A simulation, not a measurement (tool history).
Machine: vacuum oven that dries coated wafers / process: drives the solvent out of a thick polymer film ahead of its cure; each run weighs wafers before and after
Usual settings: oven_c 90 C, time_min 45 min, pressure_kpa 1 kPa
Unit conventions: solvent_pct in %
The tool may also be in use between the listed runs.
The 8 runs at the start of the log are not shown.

Run 9, day 9.229: usual settings but time_min 34 min. Result: solvent_pct 3.32 %.
Run 10, day 10.162: usual settings but time_min 47 min. Result: solvent_pct 2.5 %.
Run 11, day 11.692: usual settings but time_min 47 min. Result: solvent_pct 2.5 %.
Run 12, day 12.883: usual settings but time_min 47 min. Result: solvent_pct 2.53 %.
Run 13, day 14.433: usual settings but time_min 67 min. Result: solvent_pct 2.15 %.
Run 14, day 15.504: usual settings but time_min 58 min. Result: solvent_pct 2.24 %.
Run 15, day 17.012: usual settings but time_min 58 min. Result: solvent_pct 2.27 %.
Run 16, day 18.567: usual settings but time_min 58 min. Result: solvent_pct 2.33 %.
Run 17, day 19.583: usual settings. Result: solvent_pct 2.69 %.
Run 18, day 20.258: usual settings. Result: solvent_pct 2.6 %.
Run 19, day 21.912: usual settings. Result: solvent_pct 2.63 %.
Run 20, day 23.358: usual settings. Result: solvent_pct 2.59 %.
Run 21, day 24.883: usual settings but pressure_kpa 1.28 kPa. Result: solvent_pct 3.15 %.
Run 22, day 26.4: usual settings. Result: solvent_pct 2.63 %.
Run 23, day 27.458: usual settings. Result: solvent_pct 2.64 %.
Run 24, day 28.758: usual settings but time_min 23 min, pressure_kpa 1.94 kPa. Result: solvent_pct 6.4 %.
Run 25, day 30: usual settings but oven_c 99 C, time_min 52 min, pressure_kpa 2.82 kPa. Result: solvent_pct 4.08 %.
Run 26, day 30.983: usual settings but oven_c 85 C, time_min 35 min, pressure_kpa 0.74 kPa. Result: solvent_pct 4.03 %.
Run 27, day 31.879: usual settings but oven_c 96 C, time_min 37 min. Result: solvent_pct 1.99 %.

What does the tool deliver on the next run?
Run 28, day 32.983: usual settings but oven_c 101 C, time_min 58 min, pressure_kpa 3.23 kPa. Result: solvent_pct ?.

{"run 28": {"solvent_pct": 4.37}}
Take away the tool's hidden state, keep the run-to-run variation as it was, and the same run would have given solvent_pct 4.37 %.
